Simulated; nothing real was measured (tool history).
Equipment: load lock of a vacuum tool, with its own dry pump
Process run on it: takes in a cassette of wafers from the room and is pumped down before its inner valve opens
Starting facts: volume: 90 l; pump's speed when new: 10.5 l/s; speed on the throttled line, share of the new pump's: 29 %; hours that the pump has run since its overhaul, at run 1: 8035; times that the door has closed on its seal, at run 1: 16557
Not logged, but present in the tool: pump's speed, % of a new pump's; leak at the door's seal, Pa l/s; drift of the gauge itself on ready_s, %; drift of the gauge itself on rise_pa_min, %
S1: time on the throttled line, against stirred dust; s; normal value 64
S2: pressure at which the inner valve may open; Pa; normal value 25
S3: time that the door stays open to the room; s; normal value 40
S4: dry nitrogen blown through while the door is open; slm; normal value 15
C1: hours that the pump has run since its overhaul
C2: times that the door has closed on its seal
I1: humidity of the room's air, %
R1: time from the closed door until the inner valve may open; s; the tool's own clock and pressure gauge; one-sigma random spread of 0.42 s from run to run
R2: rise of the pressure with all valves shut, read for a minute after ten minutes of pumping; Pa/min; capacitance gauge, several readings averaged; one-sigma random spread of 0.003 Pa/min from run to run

run 1 hour=0.0 | S1=64 S2=25 S3=40 S4=15 | C1=8035 C2=16557 | I1=46.4 | R1=122.7 R2=0.251
run 2 hour=210.7 | S1=64 S2=25 S3=40 S4=4 | C1=8246 C2=17251 | I1=45.9 | R1=122.3 R2=0.285
run 3 hour=347.0 | S1=64 S2=25 S3=40 S4=15 | C1=8382 C2=17699 | I1=46.5 | R1=121.4 R2=0.279
run 4 hour=549.6 | S1=64 S2=25 S3=40 S4=15 | C1=8585 C2=18366 | I1=45.9 | R1=123.4 R2=0.297
run 5 hour=698.8 | S1=64 S2=25 S3=40 S4=15 | C1=8734 C2=18858 | I1=47.3 | R1=123.1 R2=0.301
run 6 hour=861.1 | S1=64 S2=25 S3=40 S4=15 | C1=8896 C2=19392 | I1=45.9 | R1=122.2 R2=0.317
run 7 hour=969.8 | S1=64 S2=25 S3=40 S4=5 | C1=9005 C2=19749 | I1=42.6 | R1=122.4 R2=0.328
run 8 hour=1116.6 | S1=64 S2=25 S3=40 S4=15 | C1=9152 C2=20233 | I1=43.1 | R1=122.6 R2=0.326
run 9 hour=1212.3 | S1=64 S2=25 S3=40 S4=15 | C1=9247 C2=20548 | I1=44.6 | R1=123.2 R2=0.331
run 10 hour=1323.7 | S1=64 S2=25 S3=40 S4=15 | C1=9359 C2=20914 | I1=43.4 | R1=123.1 R2=0.336
run 11 hour=1447.4 | S1=64 S2=25 S3=40 S4=15 | C1=9482 C2=21321 | I1=47.5 | R1=123.7 R2=0.350
-- hour=1530.7 dry pump taken out, an overhauled one fitted
run 12 hour=1589.4 | S1=64 S2=25 S3=40 S4=15 | C1=59 C2=21769 | I1=45.4 | R1=117.1 R2=0.366
run 13 hour=1738.7 | S1=64 S2=25 S3=40 S4=15 | C1=208 C2=22261 | I1=41.9 | R1=117.4 R2=0.371
run 14 hour=1878.3 | S1=40 S2=25 S3=40 S4=15 | C1=348 C2=22720 | I1=44.5 | R1=100.1 R2=0.376
run 15 hour=2051.6 | S1=64 S2=25 S3=40 S4=15 | C1=521 C2=23291 | I1=46.7 | R1=117.5 R2=0.393
run 16 hour=2234.4 | S1=64 S2=25 S3=40 S4=15 | C1=704 C2=23892 | I1=46.5 | R1=118.1 R2=0.410
run 17 hour=2378.3 | S1=64 S2=25 S3=40 S4=15 | C1=848 C2=24366 | I1=41.6 | R1=117.4 R2=0.424
run 18 hour=2550.9 | S1=64 S2=25 S3=40 S4=15 | C1=1020 C2=24934 | I1=45.4 | R1=117.3 R2=0.431
run 19 hour=2661.8 | S1=64 S2=25 S3=40 S4=15 | C1=1131 C2=25299 | I1=44.0 | R1=117.2 R2=0.447
run 20 hour=2807.4 | S1=64 S2=25 S3=40 S4=15 | C1=1277 C2=25778 | I1=44.3 | R1=118.0 R2=0.449
run 21 hour=2983.9 | S1=84 S2=34 S3=71 S4=7 | C1=1453 C2=26359 | I1=43.5 | R1=129.4 R2=0.484
run 22 hour=3081.1 | S1=64 S2=21 S3=31 S4=7 | C1=1550 C2=26679 | I1=43.3 | R1=119.2 R2=0.474
run 23 hour=3237.0 | S1=88 S2=28 S3=25 S4=9 | C1=1706 C2=27192 | I1=46.2 | R1=133.3 R2=0.492
run 24 hour=3352.6 | S1=116 S2=28 S3=25 S4=30 | C1=1822 C2=27572 | I1=44.4 | R1=153.6 R2=0.489
run 25 hour=3444.6 | S1=64 S2=45 S3=175 S4=36 | C1=1914 C2=27875 | I1=43.6 | R1=112.6 R2=0.510
run 26 hour=3589.8 | S1=64 S2=45 S3=175 S4=36 | C1=2059 C2=28353 | I1=50.8 | R1=112.4 R2=0.529
run 27 hour=3784.6 | S1=64 S2=19 S3=40 S4=16 | C1=2254 C2=28994 | I1=42.2 | R1=121.7 R2=0.525
run 28 hour=3903.0 | S1=64 S2=19 S3=40 S4=16 | C1=2372 C2=29384 | I1=44.9 | R1=120.5 R2=0.537
run 29 hour=4049.8 | S1=84 S2=30 S3=40 S4=19 | C1=2519 C2=29867 | I1=46.4 | R1=131.1 R2=0.546
run 30 hour=4173.8 | S1=84 S2=30 S3=108 S4=6 | C1=2643 C2=30276 | I1=42.5 | R1=131.9 R2=0.577
run 31 hour=4385.2 | S1=117 S2=42 S3=103 S4=15 | C1=2854 C2=30971 | I1=46.9 | R1=150.5 R2=0.601
run 32 hour=4534.2 | S1=85 S2=20 S3=72 S4=9 | C1=3004 C2=31462 | I1=45.6 | R1=134.8 R2=0.612
run 33 hour=4675.1 | S1=85 S2=33 S3=72 S4=16 | C1=3144 C2=31925 | I1=44.7 | R1=130.2 R2=0.622
run 34 hour=4793.6 | S1=48 S2=25 S3=40 S4=15 | C1=3263 C2=32315 | I1=46.0 | R1=108.5 R2=0.623
run 35 hour=5014.1 | S1=48 S2=25 S3=40 S4=15 | C1=3483 C2=33041 | I1=42.6 | R1=107.9 R2=0.644
run 36 hour=5169.2 | S1=39 S2=21 S3=40 S4=15 | C1=3638 C2=33552 | I1=47.0 | R1=103.0 R2=0.643
-- hour=5285.0 door's seal changed, seat wiped
run 37 hour=5396.4 | S1=35 S2=22 S3=97 S4=25 | C1=3864 C2=367 | I1=46.0 | R1=100.7 R2=0.050
run 38 hour=5572.5 | S1=35 S2=49 S3=167 S4=23 | C1=4040 C2=946 | I1=45.2 | R1=92.6 R2=0.062

What if the next run were any one of these 3? Each begins from the tool's condition after run 38:
run A hour=5672.3 | S1=111 S2=49 S3=167 S4=23 | C1=4140 C2=1275 | I1=43.3 | R1=? R2=?
run B hour=5672.3 | S1=107 S2=25 S3=189 S4=35 | C1=4140 C2=1275 | I1=42.6 | R1=? R2=?
run C hour=5672.3 | S1=37 S2=49 S3=167 S4=16 | C1=4140 C2=1275 | I1=47.2 | R1=? R2=?

run=A R1=146.3 R2=0.067
run=B R1=149.2 R2=0.055
run=C R1=94.8 R2=0.078
Without the tool's unlogged condition, the same runs would have read:
run=A R1=144.6 R2=0.060
run=B R1=147.2 R2=0.048
run=C R1=92.0 R2=0.070
